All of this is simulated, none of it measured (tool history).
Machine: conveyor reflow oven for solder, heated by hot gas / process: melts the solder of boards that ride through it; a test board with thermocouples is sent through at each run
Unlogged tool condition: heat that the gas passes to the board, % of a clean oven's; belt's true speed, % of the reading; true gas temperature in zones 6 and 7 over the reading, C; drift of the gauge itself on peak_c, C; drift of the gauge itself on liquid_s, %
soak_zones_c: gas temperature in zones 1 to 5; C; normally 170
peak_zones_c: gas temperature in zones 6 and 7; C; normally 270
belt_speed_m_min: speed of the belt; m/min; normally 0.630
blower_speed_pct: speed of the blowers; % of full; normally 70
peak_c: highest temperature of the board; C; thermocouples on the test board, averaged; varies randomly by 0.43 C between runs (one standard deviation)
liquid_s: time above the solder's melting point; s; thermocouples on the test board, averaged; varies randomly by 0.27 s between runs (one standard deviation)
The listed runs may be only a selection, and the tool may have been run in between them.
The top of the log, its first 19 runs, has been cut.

run   hour  soak_zones_c  peak_zones_c  belt_speed_m_min  blower_speed_pct  hours of work since the flux was cleaned out  hours of work since the belt drive was overhauled  hours of work since the thermocouples were changed  peak_c  liquid_s
 20  556.1           172           284             0.630                70                                           117                                                 68                                                 861   264.6      56.1
 21  586.2           172           284             0.630                65                                           136                                                 88                                                 881   262.4      55.0
 22  613.0           158           260             0.630                75                                           154                                                106                                                 898   242.6      39.3
     623.6  -- flux residue cleaned out of gas plates and filters
 23  641.3           158           260             0.630                51                                            12                                                121                                                 913   233.6      27.9
 24  678.4           158           260             0.630                51                                            36                                                145                                                 938   233.3      27.3
 25  716.6           170           270             0.747                70                                            61                                                170                                                 963   246.6      36.2
 26  760.1           160           270             0.628                70                                            89                                                199                                                 991   250.4      44.8
 27  789.6           165           270             0.732                59                                           109                                                218                                                1011   240.7      31.3
 28  815.3           165           270             0.732                59                                           126                                                235                                                1028   241.0      31.3
 29  833.2           170           270             0.630                65                                           137                                                247                                                1039   250.3      47.6
 30  860.8           170           277             0.544                52                                           156                                                265                                                1057   255.5      59.0

Consider 3 possible next runs. They are alternatives, not a sequence: every one starts from the tool as it was left by run 30. What does each give?
     869.0  -- flux residue cleaned out of gas plates and filters
  A  887.2           162           274             0.631                70                                            12                                                279                                                1071       ?         ?
     869.0  -- flux residue cleaned out of gas plates and filters
  B  887.2           170           270             0.630                71                                            12                                                279                                                1071       ?         ?
     869.0  -- flux residue cleaned out of gas plates and filters
  C  887.2           183           270             0.723                90                                            12                                                279                                                1071       ?         ?

run  peak_c  liquid_s
  A   254.1      47.9
  B   253.0      49.1
  C   254.6      48.0
With the hidden condition removed and each run's random variation left untouched, the same runs would have given:
run  peak_c  liquid_s
  A   256.4      49.0
  B   255.4      50.2
  C   256.9      48.8

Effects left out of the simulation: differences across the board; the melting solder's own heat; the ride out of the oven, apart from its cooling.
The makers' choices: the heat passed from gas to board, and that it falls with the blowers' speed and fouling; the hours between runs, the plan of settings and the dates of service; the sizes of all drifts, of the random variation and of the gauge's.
